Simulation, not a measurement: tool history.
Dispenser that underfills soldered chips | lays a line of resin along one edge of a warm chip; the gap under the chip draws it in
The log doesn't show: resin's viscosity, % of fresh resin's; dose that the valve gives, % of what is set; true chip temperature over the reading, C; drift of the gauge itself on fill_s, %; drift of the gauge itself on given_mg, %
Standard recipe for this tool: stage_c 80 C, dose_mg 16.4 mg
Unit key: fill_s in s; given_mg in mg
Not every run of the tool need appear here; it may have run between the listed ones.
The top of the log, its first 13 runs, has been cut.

| run | hour | stage_c | dose_mg | hours of work since the syringe was changed | hours of work since the valve was cleaned | hours of work since the stage was calibrated | fill_s | given_mg |
|---|---|---|---|---|---|---|---|---|
|  | 143.1 | new syringe of resin |
| 14 | 149.4 | 91 | 17.7 | 4 | 47 | 132 | 77.3 | 17.2 |
| 15 | 156.8 | 68 | 16.4 | 9 | 52 | 137 | 274.9 | 15.94 |
|  | 161.2 | new syringe of resin |
|  | 163.1 | dispensing valve cleaned and set on the balance |
| 16 | 175 | 68 | 16.4 | 8 | 8 | 148 | 255.8 | 16.39 |
|  | 180.5 | new syringe of resin |
| 17 | 191.8 | 80 | 15 | 7 | 19 | 159 | 154.5 | 14.88 |
|  | 199.3 | new syringe of resin |
| 18 | 208.5 | 69 | 16.4 | 6 | 30 | 170 | 202.5 | 16.14 |
|  | 217.4 | new syringe of resin |
| 19 | 225.6 | 88 | 16.4 | 5 | 41 | 181 | 94 | 16.07 |
|  | 235.8 | new syringe of resin |
| 20 | 239.3 | 88 | 16.4 | 2 | 50 | 190 | 73.5 | 15.95 |
|  | 247.7 | dispensing valve cleaned and set on the balance |
| 21 | 248.9 | 77 | 15.2 | 8 | 1 | 196 | 181.1 | 15.25 |
|  | 256.1 | new syringe of resin |
| 22 | 260.9 | 85 | 16.1 | 3 | 9 | 203 | 85.9 | 16.12 |
|  | 274.5 | new syringe of resin |
| 23 | 278.1 | 85 | 16.1 | 2 | 20 | 215 | 79.7 | 15.98 |
| 24 | 287.6 | 85 | 16.1 | 9 | 26 | 221 | 142.2 | 15.88 |
|  | 293.7 | new syringe of resin |
| 25 | 298.5 | 85 | 16.1 | 3 | 33 | 228 | 88.9 | 15.86 |
| 26 | 309.9 | 68 | 17.4 | 11 | 41 | 236 | 303.9 | 17.02 |
|  | 312.4 | new syringe of resin |
| 27 | 317.8 | 68 | 17.4 | 4 | 46 | 241 | 159.8 | 17.08 |
| 28 | 327.7 | 68 | 17.4 | 10 | 53 | 247 | 277.9 | 16.94 |
|  | 330.6 | new syringe of resin |
|  | 333.1 | dispensing valve cleaned and set on the balance |
| 29 | 337.8 | 79 | 15.7 | 4 | 3 | 253 | 114.9 | 15.7 |
|  | 349.9 | new syringe of resin |
| 30 | 351.5 | 79 | 15.7 | 1 | 12 | 262 | 89.2 | 15.62 |
| 31 | 365.3 | 89 | 16.4 | 10 | 21 | 271 | 136.6 | 16.25 |
|  | 368.6 | new syringe of resin |
| 32 | 380 | 89 | 16.4 | 8 | 31 | 281 | 110.5 | 16.25 |

Each row is a separate what-if for the run after 32, all from the same tool condition, not one after another. Results?
|  | 387.7 | new syringe of resin |
| A | 388.3 | 78 | 16.5 | 0 | 36 | 286 | ? | ? |
|  | 387.7 | new syringe of resin |
| B | 388.3 | 89 | 15.2 | 0 | 36 | 286 | ? | ? |
|  | 387.7 | new syringe of resin |
| C | 388.3 | 93 | 18.3 | 0 | 36 | 286 | ? | ? |
|  | 387.7 | new syringe of resin |
| D | 388.3 | 73 | 19.1 | 0 | 36 | 286 | ? | ? |

| run | fill_s | given_mg |
|---|---|---|
| A | 86.5 | 16.25 |
| B | 60.2 | 14.91 |
| C | 51.4 | 18 |
| D | 100.6 | 18.79 |
With no hidden state in the tool, these same runs would have given:
| run | fill_s | given_mg |
|---|---|---|
| A | 87.1 | 16.53 |
| B | 60.3 | 15.17 |
| C | 51.6 | 18.32 |
| D | 101.7 | 19.11 |
